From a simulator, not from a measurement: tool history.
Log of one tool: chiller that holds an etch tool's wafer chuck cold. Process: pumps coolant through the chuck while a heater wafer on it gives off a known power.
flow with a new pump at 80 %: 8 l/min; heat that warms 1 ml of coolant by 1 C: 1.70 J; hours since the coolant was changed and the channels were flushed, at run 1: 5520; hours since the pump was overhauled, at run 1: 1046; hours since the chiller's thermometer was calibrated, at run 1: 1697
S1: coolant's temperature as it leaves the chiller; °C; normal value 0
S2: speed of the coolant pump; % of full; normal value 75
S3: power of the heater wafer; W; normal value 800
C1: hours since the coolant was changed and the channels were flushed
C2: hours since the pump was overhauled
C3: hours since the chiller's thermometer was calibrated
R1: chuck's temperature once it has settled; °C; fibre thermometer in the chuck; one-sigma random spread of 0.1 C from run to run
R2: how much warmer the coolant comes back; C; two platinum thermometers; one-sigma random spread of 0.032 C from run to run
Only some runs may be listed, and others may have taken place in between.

{"run": 1, "day": 0.0, "S1": 0, "S2": 75, "S3": 800, "C1": 5520, "C2": 1046, "C3": 1697, "R1": 11.9, "R2": 3.82}
{"run": 2, "day": 1.217, "S1": 0, "S2": 75, "S3": 489, "C1": 5549, "C2": 1076, "C3": 1726, "R1": 7.2, "R2": 2.35}
{"run": 3, "day": 1.775, "S1": -7, "S2": 75, "S3": 489, "C1": 5563, "C2": 1089, "C3": 1739, "R1": 0.2, "R2": 2.33}
{"run": 4, "day": 2.654, "S1": -7, "S2": 75, "S3": 489, "C1": 5584, "C2": 1110, "C3": 1760, "R1": 0.4, "R2": 2.35}
{"run": 5, "day": 3.208, "S1": 0, "S2": 75, "S3": 800, "C1": 5597, "C2": 1123, "C3": 1774, "R1": 11.8, "R2": 3.85}
{"run": 6, "day": 4.258, "S1": 0, "S2": 75, "S3": 800, "C1": 5622, "C2": 1149, "C3": 1799, "R1": 12.0, "R2": 3.85}
{"run": 7, "day": 5.446, "S1": 0, "S2": 75, "S3": 800, "C1": 5651, "C2": 1177, "C3": 1827, "R1": 12.1, "R2": 3.85}
{"run": 8, "day": 6.408, "S1": 0, "S2": 75, "S3": 726, "C1": 5674, "C2": 1200, "C3": 1851, "R1": 10.8, "R2": 3.52}
{"run": 9, "day": 7.362, "S1": 6, "S2": 75, "S3": 800, "C1": 5697, "C2": 1223, "C3": 1873, "R1": 18.2, "R2": 3.8}
{"run": 10, "day": 8.304, "S1": 0, "S2": 71, "S3": 800, "C1": 5719, "C2": 1246, "C3": 1896, "R1": 12.6, "R2": 4.04}
{"run": 11, "day": 8.892, "S1": 0, "S2": 99, "S3": 800, "C1": 5734, "C2": 1260, "C3": 1910, "R1": 9.6, "R2": 2.9}
{"run": 12, "day": 9.675, "S1": 0, "S2": 99, "S3": 800, "C1": 5752, "C2": 1279, "C3": 1929, "R1": 9.7, "R2": 3.0}
{"run": 13, "day": 10.492, "S1": 0, "S2": 70, "S3": 800, "C1": 5772, "C2": 1298, "C3": 1949, "R1": 12.7, "R2": 4.1}
{"run": 14, "day": 11.45, "S1": 0, "S2": 70, "S3": 800, "C1": 5795, "C2": 1321, "C3": 1972, "R1": 12.7, "R2": 4.06}
{"run": 15, "day": 12.617, "S1": 0, "S2": 75, "S3": 800, "C1": 5823, "C2": 1349, "C3": 2000, "R1": 12.1, "R2": 3.82}
{"run": 16, "day": 13.342, "S1": 0, "S2": 75, "S3": 800, "C1": 5840, "C2": 1367, "C3": 2017, "R1": 12.2, "R2": 3.9}
{"run": 17, "day": 14.362, "S1": 0, "S2": 75, "S3": 800, "C1": 5865, "C2": 1391, "C3": 2041, "R1": 12.1, "R2": 3.84}
{"day": 14.458, "done": "chiller's thermometer calibrated"}
{"run": 18, "day": 15.429, "S1": 0, "S2": 80, "S3": 800, "C1": 5889, "C2": 1416, "C3": 23, "R1": 11.1, "R2": 3.64}
{"run": 19, "day": 16.558, "S1": -5, "S2": 96, "S3": 570, "C1": 5917, "C2": 1443, "C3": 50, "R1": 2.1, "R2": 2.2}
{"run": 20, "day": 17.092, "S1": -6, "S2": 75, "S3": 800, "C1": 5929, "C2": 1456, "C3": 63, "R1": 6.0, "R2": 3.84}
{"run": 21, "day": 17.833, "S1": -7, "S2": 75, "S3": 426, "C1": 5947, "C2": 1473, "C3": 81, "R1": -0.6, "R2": 2.06}
{"run": 22, "day": 18.9, "S1": 0, "S2": 95, "S3": 994, "C1": 5973, "C2": 1499, "C3": 107, "R1": 12.4, "R2": 3.81}
{"run": 23, "day": 19.683, "S1": 7, "S2": 93, "S3": 644, "C1": 5992, "C2": 1518, "C3": 125, "R1": 15.2, "R2": 2.47}
{"run": 24, "day": 20.783, "S1": 10, "S2": 90, "S3": 607, "C1": 6018, "C2": 1544, "C3": 152, "R1": 18.1, "R2": 2.45}
{"day": 20.996, "done": "chiller's thermometer calibrated, once more"}
{"run": 25, "day": 22.104, "S1": -5, "S2": 75, "S3": 415, "C1": 6049, "C2": 1575, "C3": 27, "R1": 1.2, "R2": 1.97}
{"run": 26, "day": 22.629, "S1": -6, "S2": 62, "S3": 800, "C1": 6061, "C2": 1588, "C3": 39, "R1": 7.9, "R2": 4.64}
{"run": 27, "day": 23.346, "S1": 6, "S2": 100, "S3": 582, "C1": 6078, "C2": 1605, "C3": 56, "R1": 13.1, "R2": 2.14}
{"run": 28, "day": 24.008, "S1": 6, "S2": 100, "S3": 582, "C1": 6094, "C2": 1621, "C3": 72, "R1": 13.1, "R2": 2.09}
{"run": 29, "day": 25.154, "S1": 7, "S2": 71, "S3": 588, "C1": 6122, "C2": 1648, "C3": 100, "R1": 16.3, "R2": 2.98}
{"run": 30, "day": 26.238, "S1": 7, "S2": 71, "S3": 588, "C1": 6148, "C2": 1674, "C3": 126, "R1": 16.5, "R2": 3.0}
{"run": 31, "day": 27.446, "S1": -1, "S2": 100, "S3": 440, "C1": 6177, "C2": 1703, "C3": 155, "R1": 4.4, "R2": 1.56}
{"run": 32, "day": 28.175, "S1": -5, "S2": 86, "S3": 800, "C1": 6194, "C2": 1721, "C3": 172, "R1": 6.0, "R2": 3.35}

The logged runs with the hidden state left out (each run's random variation unchanged):
The tool's hidden condition here consists of: heat passed by the chuck's channels, % of clean ones'; flow at a given pump speed, % of a new pump's; coolant's true temperature over the reading, C; drift of the gauge itself on chuck_c, C; drift of the gauge itself on warmer_back_c, C.
run=1 R1=10.5 R2=3.75
run=2 R1=6.4 R2=2.30
run=3 R1=-0.6 R2=2.29
run=4 R1=-0.5 R2=2.30
run=5 R1=10.4 R2=3.77
run=6 R1=10.6 R2=3.77
run=7 R1=10.6 R2=3.77
run=8 R1=9.5 R2=3.45
run=9 R1=16.7 R2=3.72
run=10 R1=11.1 R2=3.95
run=11 R1=8.4 R2=2.83
run=12 R1=8.5 R2=2.93
run=13 R1=11.2 R2=4.01
run=14 R1=11.2 R2=3.97
run=15 R1=10.6 R2=3.74
run=16 R1=10.7 R2=3.81
run=17 R1=10.6 R2=3.75
run=18 R1=9.7 R2=3.55
run=19 R1=1.2 R2=2.15
run=20 R1=4.5 R2=3.75
run=21 R1=-1.5 R2=2.01
run=22 R1=10.8 R2=3.72
run=23 R1=14.1 R2=2.41
run=24 R1=17.1 R2=2.39
run=25 R1=0.4 R2=1.92
run=26 R1=6.2 R2=4.53
run=27 R1=12.2 R2=2.09
run=28 R1=12.2 R2=2.04
run=29 R1=15.1 R2=2.91
run=30 R1=15.3 R2=2.93
run=31 R1=3.7 R2=1.52
run=32 R1=4.6 R2=3.26

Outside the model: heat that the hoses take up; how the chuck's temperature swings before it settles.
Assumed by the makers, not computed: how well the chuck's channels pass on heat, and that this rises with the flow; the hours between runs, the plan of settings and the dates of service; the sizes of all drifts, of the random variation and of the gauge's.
